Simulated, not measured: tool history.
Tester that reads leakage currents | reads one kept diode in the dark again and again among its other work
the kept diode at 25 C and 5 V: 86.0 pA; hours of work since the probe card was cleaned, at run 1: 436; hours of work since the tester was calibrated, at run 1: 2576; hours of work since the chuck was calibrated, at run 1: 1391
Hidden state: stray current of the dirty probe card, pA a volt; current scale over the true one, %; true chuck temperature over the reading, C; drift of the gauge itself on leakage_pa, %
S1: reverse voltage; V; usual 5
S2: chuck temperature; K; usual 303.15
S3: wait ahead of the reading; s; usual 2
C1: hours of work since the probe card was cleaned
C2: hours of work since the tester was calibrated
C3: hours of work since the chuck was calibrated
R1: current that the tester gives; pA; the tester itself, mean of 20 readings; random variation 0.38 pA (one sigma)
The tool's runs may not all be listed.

run     day    S1      S2    S3    C1    C2    C3      R1
  1       0     5  303.15     2   436  2576  1391  130.25
  2   3.421     5  303.15     2   500  2641  1456  129.96
  3   5.046     5  303.15     2   531  2672  1486   131.4
  4   8.471     5  303.15     2   596  2736  1551  131.61
  5  11.421     5  319.15     2   651  2792  1607  384.15
  6  12.962     5  319.15     2   680  2821  1636  385.76
     14.017  -- tester calibrated
  7   15.05     5  303.15     2   718    20  1674  132.74
  8  16.688     5  303.15     2   749    50  1705  132.93
  9  18.208  1.03  303.15  5.59   778    79  1733    60.4
 10  20.038  5.66  303.15     2   813   114  1768  141.56
     22.696  -- tester calibrated, once more
 11  23.429     5  301.15   2.1   875    14  1831  113.99
 12  26.058  1.22  301.15   8.6   925    64  1880   56.49
 13  28.125  1.04  304.15     2   964   103  1919   64.62
 14  30.038  1.04  304.15     2  1000   139  1955    64.6
 15   31.75  9.97  294.15   0.4  1032   171  1988  105.52

Forecast each of these 5 alternatives for the next run:
     32.954  -- chuck's temperature calibrated
  A  35.421   1.74  303.15  1.56  1100  239  47   ?
     32.954  -- chuck's temperature calibrated
  B  35.421      5  326.15     2  1100  239  47   ?
     32.954  -- chuck's temperature calibrated
  C  35.421   4.46  312.15   0.4  1100  239  47   ?
     32.954  -- chuck's temperature calibrated
  D  35.421  16.49  322.15  1.49  1100  239  47   ?
     32.954  -- chuck's temperature calibrated
  E  35.421  17.41  314.15  0.48  1100  239  47   ?

run      R1
  A   73.28
  B  564.01
  C  220.07
  D  793.99
  E  498.07
Without the tool's hidden state the same runs would have given:
run      R1
  A   74.05
  B  569.99
  C  222.25
  D  801.29
  E  501.83
